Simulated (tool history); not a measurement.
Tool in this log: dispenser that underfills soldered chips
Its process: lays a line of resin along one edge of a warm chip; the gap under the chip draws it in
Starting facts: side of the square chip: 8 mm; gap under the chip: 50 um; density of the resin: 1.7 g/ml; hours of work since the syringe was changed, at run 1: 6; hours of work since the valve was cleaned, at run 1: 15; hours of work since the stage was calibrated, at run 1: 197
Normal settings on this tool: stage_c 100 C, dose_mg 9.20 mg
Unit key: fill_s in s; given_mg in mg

| run | hour | stage_c | dose_mg | hours of work since the syringe was changed | hours of work since the valve was cleaned | hours of work since the stage was calibrated | fill_s | given_mg |
|---|---|---|---|---|---|---|---|---|
| 1 | 0.0 | 100 | 9.20 | 6 | 15 | 197 | 81.9 | 9.05 |
|  | 1.8 | new syringe of resin |
| 2 | 5.3 | 88 | 9.20 | 3 | 19 | 200 | 106.4 | 9.08 |
|  | 11.1 | new syringe of resin |
| 3 | 11.1 | 92 | 9.20 | 0 | 23 | 204 | 70.7 | 8.93 |
|  | 20.4 | new syringe of resin |
| 4 | 20.4 | 92 | 9.20 | 0 | 29 | 211 | 71.4 | 8.91 |
| 5 | 28.3 | 92 | 9.20 | 6 | 35 | 216 | 118.1 | 8.94 |
|  | 29.8 | new syringe of resin |
| 6 | 34.5 | 92 | 9.20 | 3 | 39 | 221 | 93.0 | 8.90 |
|  | 38.9 | new syringe of resin |
| 7 | 43.6 | 100 | 9.56 | 3 | 45 | 227 | 65.5 | 9.24 |
|  | 48.1 | new syringe of resin |
| 8 | 50.3 | 100 | 9.56 | 2 | 50 | 232 | 58.0 | 9.20 |
|  | 57.3 | new syringe of resin |
| 9 | 59.8 | 85 | 9.20 | 2 | 57 | 238 | 111.7 | 8.75 |
|  | 67.0 | new syringe of resin |
| 10 | 67.6 | 103 | 9.20 | 0 | 62 | 244 | 45.4 | 8.73 |
|  | 70.2 | dispensing valve cleaned and set on the balance |
| 11 | 73.5 | 100 | 9.20 | 4 | 2 | 247 | 69.7 | 9.20 |
|  | 77.0 | new syringe of resin |
| 12 | 80.6 | 100 | 9.20 | 3 | 7 | 252 | 61.6 | 9.08 |
|  | 86.3 | new syringe of resin |
| 13 | 89.1 | 100 | 9.20 | 2 | 13 | 258 | 58.6 | 9.14 |
| 14 | 94.5 | 100 | 9.20 | 6 | 17 | 262 | 81.0 | 9.12 |
|  | 95.8 | new syringe of resin |
| 15 | 99.7 | 100 | 9.87 | 3 | 21 | 265 | 62.2 | 9.68 |
|  | 105.3 | new syringe of resin |
| 16 | 106.1 | 100 | 7.93 | 1 | 25 | 270 | 52.7 | 7.84 |
|  | 114.8 | new syringe of resin |
| 17 | 115.5 | 100 | 7.85 | 1 | 32 | 276 | 54.3 | 7.67 |
| 18 | 122.1 | 100 | 7.85 | 5 | 36 | 281 | 79.1 | 7.64 |
|  | 124.0 | new syringe of resin |
| 19 | 129.9 | 97 | 9.35 | 4 | 42 | 286 | 80.8 | 9.01 |
|  | 133.1 | new syringe of resin |
| 20 | 134.7 | 97 | 8.18 | 1 | 45 | 290 | 62.3 | 7.87 |
| 21 | 139.4 | 92 | 11.44 | 5 | 48 | 293 | 98.4 | 11.04 |
|  | 142.1 | new syringe of resin |
| 22 | 145.8 | 95 | 11.30 | 3 | 53 | 297 | 75.5 | 10.87 |
| 23 | 149.9 | 86 | 9.52 | 6 | 56 | 300 | 143.3 | 9.11 |
|  | 151.1 | new syringe of resin |
| 24 | 156.9 | 86 | 10.26 | 4 | 61 | 305 | 125.7 | 9.76 |
|  | 160.5 | new syringe of resin |
|  | 161.5 | dispensing valve cleaned and set on the balance |
| 25 | 163.5 | 86 | 11.90 | 1 | 1 | 309 | 102.1 | 11.89 |
| 26 | 168.1 | 89 | 9.57 | 5 | 5 | 312 | 117.6 | 9.54 |
|  | 171.1 | new syringe of resin |
| 27 | 176.6 | 89 | 9.57 | 4 | 11 | 318 | 110.9 | 9.53 |
|  | 180.6 | new syringe of resin |
| 28 | 186.1 | 100 | 10.32 | 4 | 17 | 325 | 68.7 | 10.23 |
|  | 189.6 | new syringe of resin |
| 29 | 195.2 | 100 | 10.32 | 4 | 24 | 331 | 67.9 | 10.14 |
|  | 198.8 | new syringe of resin |
| 30 | 201.1 | 100 | 10.13 | 2 | 28 | 335 | 54.8 | 9.94 |
|  | 208.2 | new syringe of resin |
| 31 | 208.5 | 100 | 11.67 | 0 | 33 | 340 | 48.0 | 11.39 |

Expected results for the next run?
| 32 | 214.3 | 100 | 11.67 | 4 | 37 | 345 | ? | ? |

Run 32 measured fill_s 67.9 s, given_mg 11.39 mg.
If the tool had no hidden condition, the same run with the same run-to-run variation would have returned fill_s 52.4 s, given_mg 11.72 mg.
